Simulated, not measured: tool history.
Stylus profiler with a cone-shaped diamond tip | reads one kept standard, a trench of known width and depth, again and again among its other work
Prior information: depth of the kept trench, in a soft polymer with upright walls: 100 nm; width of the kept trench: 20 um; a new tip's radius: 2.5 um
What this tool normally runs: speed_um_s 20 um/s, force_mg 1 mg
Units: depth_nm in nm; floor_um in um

Run 1, hour 0: usual settings. Result: depth_nm 100.57 nm, floor_um 18.49 um.
Run 2, hour 15.3: usual settings. Result: depth_nm 100.55 nm, floor_um 18.51 um.
Run 3, hour 35: usual settings. Result: depth_nm 100.57 nm, floor_um 18.51 um.
Run 4, hour 56.7: usual settings but speed_um_s 23 um/s. Result: depth_nm 100.52 nm, floor_um 18.47 um.
Run 5, hour 75.5: usual settings but speed_um_s 23 um/s. Result: depth_nm 100.56 nm, floor_um 18.49 um.
Run 6, hour 93.8: usual settings but speed_um_s 23 um/s, force_mg 1.77 mg. Result: depth_nm 100.77 nm, floor_um 18.53 um.
Run 7, hour 104.1: usual settings but speed_um_s 23 um/s, force_mg 1.77 mg. Result: depth_nm 100.78 nm, floor_um 18.49 um.
Run 8, hour 121.2: usual settings but speed_um_s 23 um/s, force_mg 1.77 mg. Result: depth_nm 100.79 nm, floor_um 18.52 um.
Run 9, hour 137.6: usual settings. Result: depth_nm 100.54 nm, floor_um 18.55 um.
Run 10, hour 156.5: usual settings but speed_um_s 12 um/s, force_mg 1.85 mg. Result: depth_nm 100.83 nm, floor_um 18.61 um.
Run 11, hour 169.7: usual settings but speed_um_s 12 um/s, force_mg 1.85 mg. Result: depth_nm 100.8 nm, floor_um 18.56 um.
Run 12, hour 181.3: usual settings but speed_um_s 24 um/s, force_mg 0.81 mg. Result: depth_nm 100.48 nm, floor_um 18.46 um.
Run 13, hour 191.4: usual settings but speed_um_s 32 um/s, force_mg 1.87 mg. Result: depth_nm 100.82 nm, floor_um 18.48 um.
Run 14, hour 201.4: usual settings but speed_um_s 6 um/s, force_mg 1.38 mg. Result: depth_nm 100.67 nm, floor_um 18.57 um.
Run 15, hour 224.1: usual settings but speed_um_s 15 um/s, force_mg 2.72 mg. Result: depth_nm 101.02 nm, floor_um 18.53 um.
Run 16, hour 241.3: usual settings but speed_um_s 10 um/s, force_mg 1.19 mg. Result: depth_nm 100.59 nm, floor_um 18.58 um.
Run 17, hour 260.8: usual settings but speed_um_s 23 um/s, force_mg 0.37 mg. Result: depth_nm 100.27 nm, floor_um 18.39 um.
Run 18, hour 270.7: usual settings but speed_um_s 8 um/s, force_mg 0.62 mg. Result: depth_nm 100.36 nm, floor_um 18.56 um.

Branching from run 18: 5 alternative next runs. What would each branch give?
Run A, hour 284.9: usual settings but speed_um_s 47 um/s, force_mg 0.62 mg. Result: depth_nm ?, floor_um ?.
Run B, hour 284.9: usual settings but speed_um_s 8 um/s, force_mg 0.45 mg. Result: depth_nm ?, floor_um ?.
Run C, hour 284.9: usual settings but speed_um_s 18 um/s, force_mg 0.4 mg. Result: depth_nm ?, floor_um ?.
Run D, hour 284.9: usual settings but speed_um_s 9 um/s, force_mg 0.62 mg. Result: depth_nm ?, floor_um ?.
Run E, hour 284.9: usual settings but speed_um_s 9 um/s, force_mg 2.53 mg. Result: depth_nm ?, floor_um ?.

run  depth_nm  floor_um
  A    100.37      18.2
  B    100.29      18.5
  C    100.28     18.44
  D    100.36     18.49
  E    100.94     18.59
Stripped of hidden state, with their random variation kept, the same runs would have yielded:
run  depth_nm  floor_um
  A    100.39     18.19
  B    100.31     18.49
  C    100.29     18.44
  D    100.37     18.48
  E    100.95     18.59
